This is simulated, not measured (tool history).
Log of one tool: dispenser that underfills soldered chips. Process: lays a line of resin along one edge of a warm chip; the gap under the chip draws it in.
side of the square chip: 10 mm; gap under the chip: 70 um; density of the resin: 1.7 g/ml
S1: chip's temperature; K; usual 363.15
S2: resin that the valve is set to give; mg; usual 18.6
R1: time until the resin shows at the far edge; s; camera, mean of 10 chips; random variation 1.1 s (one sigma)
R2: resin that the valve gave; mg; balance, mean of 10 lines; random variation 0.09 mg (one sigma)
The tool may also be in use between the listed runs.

run 1 hour=0.0 | S1=363.15 S2=18.6 | R1=140.4 R2=18.18
run 2 hour=3.7 | S1=363.15 S2=18.6 | R1=158.0 R2=18.08
run 3 hour=6.7 | S1=363.15 S2=18.6 | R1=172.9 R2=18.10
run 4 hour=10.0 | S1=363.15 S2=18.3 | R1=200.8 R2=17.89
run 5 hour=13.8 | S1=363.15 S2=18.3 | R1=122.6 R2=17.58
run 6 hour=17.1 | S1=363.15 S2=18.6 | R1=138.3 R2=18.15
run 7 hour=19.8 | S1=363.15 S2=16.5 | R1=155.7 R2=15.81
run 8 hour=22.5 | S1=363.15 S2=22.8 | R1=163.8 R2=21.99
run 9 hour=24.9 | S1=363.15 S2=22.8 | R1=176.9 R2=22.01
run 10 hour=29.6 | S1=363.15 S2=22.8 | R1=114.4 R2=21.98
run 11 hour=32.5 | S1=351.15 S2=23.0 | R1=185.5 R2=22.02
run 12 hour=36.3 | S1=369.15 S2=16.5 | R1=128.1 R2=15.79
run 13 hour=40.4 | S1=369.15 S2=16.5 | R1=149.5 R2=15.74
run 14 hour=43.9 | S1=358.15 S2=18.6 | R1=227.6 R2=17.74
run 15 hour=46.2 | S1=358.15 S2=18.6 | R1=135.5 R2=17.58
run 16 hour=49.3 | S1=375.15 S2=22.6 | R1=90.1 R2=21.23
run 17 hour=53.2 | S1=371.15 S2=23.4 | R1=115.8 R2=22.02
run 18 hour=55.2 | S1=359.15 S2=18.8 | R1=182.1 R2=17.56
run 19 hour=57.8 | S1=377.15 S2=18.3 | R1=119.0 R2=17.15
run 20 hour=61.4 | S1=373.15 S2=21.5 | R1=151.2 R2=20.26

Not shown: 3 entries that the log had between the listed runs. Between which runs, and how does the tool's hidden state differ before and after?
Between runs 4 and 5: new syringe of resin (hour 11.1)
  resin's viscosity, % of fresh resin's: 179.8 -> 109.3; dose that the valve gives, % of what is set: 96.83 -> 96.62; true chip temperature over the reading, C: -0.25 -> -0.26
  measured less the result without the state, R1: +90.2 -> +11.9 s; R2: -0.59 -> -0.62 mg
Between runs 9 and 10: new syringe of resin (hour 28.2)
  resin's viscosity, % of fresh resin's: 163.8 -> 105.1; dose that the valve gives, % of what is set: 95.99 -> 95.74; true chip temperature over the reading, C: -0.28 -> -0.3
  measured less the result without the state, R1: +70.0 -> +6.8 s; R2: -0.92 -> -0.98 mg
Between runs 14 and 15: new syringe of resin (hour 45.3)
  resin's viscosity, % of fresh resin's: 176.4 -> 104.7; dose that the valve gives, % of what is set: 94.89 -> 94.75; true chip temperature over the reading, C: -0.33 -> -0.34
  measured less the result without the state, R1: +101.0 -> +8.3 s; R2: -0.96 -> -0.97 mg

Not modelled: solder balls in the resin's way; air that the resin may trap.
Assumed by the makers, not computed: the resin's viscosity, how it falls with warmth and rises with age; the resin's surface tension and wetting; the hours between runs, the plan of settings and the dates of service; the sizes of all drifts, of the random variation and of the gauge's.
